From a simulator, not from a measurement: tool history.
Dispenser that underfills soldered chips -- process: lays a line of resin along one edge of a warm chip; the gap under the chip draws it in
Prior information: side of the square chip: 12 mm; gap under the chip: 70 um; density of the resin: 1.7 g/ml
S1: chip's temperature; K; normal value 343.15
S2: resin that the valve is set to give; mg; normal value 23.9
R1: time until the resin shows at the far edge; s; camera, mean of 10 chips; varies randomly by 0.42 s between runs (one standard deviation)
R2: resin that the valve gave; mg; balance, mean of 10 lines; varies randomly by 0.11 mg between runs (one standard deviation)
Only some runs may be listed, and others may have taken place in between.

{"run": 1, "hour": 0.0, "S1": 343.15, "S2": 23.9, "R1": 36.1, "R2": 23.09}
{"hour": 1.6, "done": "new syringe of resin"}
{"run": 2, "hour": 5.0, "S1": 333.15, "S2": 23.9, "R1": 51.5, "R2": 23.06}
{"hour": 9.3, "done": "new syringe of resin"}
{"run": 3, "hour": 10.2, "S1": 333.15, "S2": 23.9, "R1": 47.4, "R2": 22.78}
{"hour": 16.9, "done": "new syringe of resin"}
{"run": 4, "hour": 17.9, "S1": 333.15, "S2": 23.9, "R1": 46.0, "R2": 22.81}
{"run": 5, "hour": 23.8, "S1": 343.15, "S2": 23.9, "R1": 36.4, "R2": 22.72}
{"hour": 24.8, "done": "new syringe of resin"}
{"run": 6, "hour": 29.0, "S1": 343.15, "S2": 26.1, "R1": 32.2, "R2": 24.89}
{"hour": 32.9, "done": "new syringe of resin"}
{"run": 7, "hour": 36.7, "S1": 343.15, "S2": 22.9, "R1": 33.2, "R2": 21.73}
{"hour": 40.5, "done": "new syringe of resin"}
{"run": 8, "hour": 42.1, "S1": 343.15, "S2": 22.9, "R1": 30.7, "R2": 21.8}
{"run": 9, "hour": 46.0, "S1": 343.15, "S2": 22.9, "R1": 35.1, "R2": 21.68}
{"hour": 48.3, "done": "new syringe of resin"}
{"run": 10, "hour": 54.9, "S1": 343.15, "S2": 22.9, "R1": 35.7, "R2": 21.39}
{"hour": 55.9, "done": "new syringe of resin"}
{"run": 11, "hour": 62.5, "S1": 343.15, "S2": 22.9, "R1": 36.9, "R2": 21.43}
{"hour": 63.7, "done": "new syringe of resin"}
{"run": 12, "hour": 68.5, "S1": 343.15, "S2": 22.9, "R1": 34.8, "R2": 21.18}
{"hour": 71.8, "done": "new syringe of resin"}
{"run": 13, "hour": 76.0, "S1": 343.15, "S2": 22.9, "R1": 33.0, "R2": 21.11}
{"hour": 79.8, "done": "new syringe of resin"}
{"run": 14, "hour": 85.3, "S1": 348.15, "S2": 24.6, "R1": 27.8, "R2": 22.6}
{"hour": 87.4, "done": "new syringe of resin"}
{"run": 15, "hour": 94.3, "S1": 343.15, "S2": 20.6, "R1": 38.7, "R2": 18.87}
{"hour": 95.2, "done": "new syringe of resin"}
{"run": 16, "hour": 100.4, "S1": 343.15, "S2": 29.0, "R1": 32.7, "R2": 26.51}
{"hour": 102.8, "done": "new syringe of resin"}
{"run": 17, "hour": 104.9, "S1": 343.15, "S2": 29.0, "R1": 29.4, "R2": 26.58}
{"hour": 110.4, "done": "new syringe of resin"}
{"run": 18, "hour": 110.4, "S1": 343.15, "S2": 29.0, "R1": 27.5, "R2": 26.37}
{"run": 19, "hour": 115.2, "S1": 354.15, "S2": 24.0, "R1": 20.9, "R2": 21.68}
{"hour": 118.1, "done": "new syringe of resin"}
{"run": 20, "hour": 123.0, "S1": 354.15, "S2": 24.0, "R1": 21.5, "R2": 21.64}
{"hour": 126.2, "done": "new syringe of resin"}
{"run": 21, "hour": 128.5, "S1": 332.15, "S2": 20.5, "R1": 54.9, "R2": 18.37}
{"run": 22, "hour": 132.5, "S1": 351.15, "S2": 25.0, "R1": 25.0, "R2": 22.4}
{"hour": 133.8, "done": "new syringe of resin"}
{"run": 23, "hour": 140.4, "S1": 341.15, "S2": 24.0, "R1": 39.4, "R2": 21.23}
{"hour": 141.9, "done": "new syringe of resin"}
{"run": 24, "hour": 148.7, "S1": 350.15, "S2": 23.9, "R1": 27.4, "R2": 21.18}
{"hour": 149.5, "done": "new syringe of resin"}
{"hour": 156.1, "done": "dispensing valve cleaned and set on the balance"}
{"hour": 158.0, "done": "new syringe of resin"}
{"run": 25, "hour": 158.3, "S1": 354.15, "S2": 30.9, "R1": 17.1, "R2": 31.01}
{"hour": 166.2, "done": "new syringe of resin"}
{"run": 26, "hour": 168.1, "S1": 352.15, "S2": 24.6, "R1": 20.4, "R2": 24.43}

Forecast each of these 4 alternatives for the next run:
{"hour": 174.2, "done": "new syringe of resin"}
{"run": "A", "hour": 175.9, "S1": 345.15, "S2": 24.6, "R1": "?", "R2": "?"}
{"hour": 174.2, "done": "new syringe of resin"}
{"run": "B", "hour": 175.9, "S1": 352.15, "S2": 30.1, "R1": "?", "R2": "?"}
{"hour": 174.2, "done": "new syringe of resin"}
{"run": "C", "hour": 175.9, "S1": 353.15, "S2": 25.8, "R1": "?", "R2": "?"}
{"hour": 174.2, "done": "new syringe of resin"}
{"run": "D", "hour": 175.9, "S1": 332.15, "S2": 26.4, "R1": "?", "R2": "?"}

run=A R1=26.4 R2=24.45
run=B R1=18.8 R2=29.71
run=C R1=18.1 R2=25.55
run=D R1=48.2 R2=26.06
With the hidden condition removed and each run's random variation left untouched, the same runs would have given:
run=A R1=26.1 R2=24.69
run=B R1=18.6 R2=30.00
run=C R1=17.9 R2=25.80
run=D R1=47.9 R2=26.31
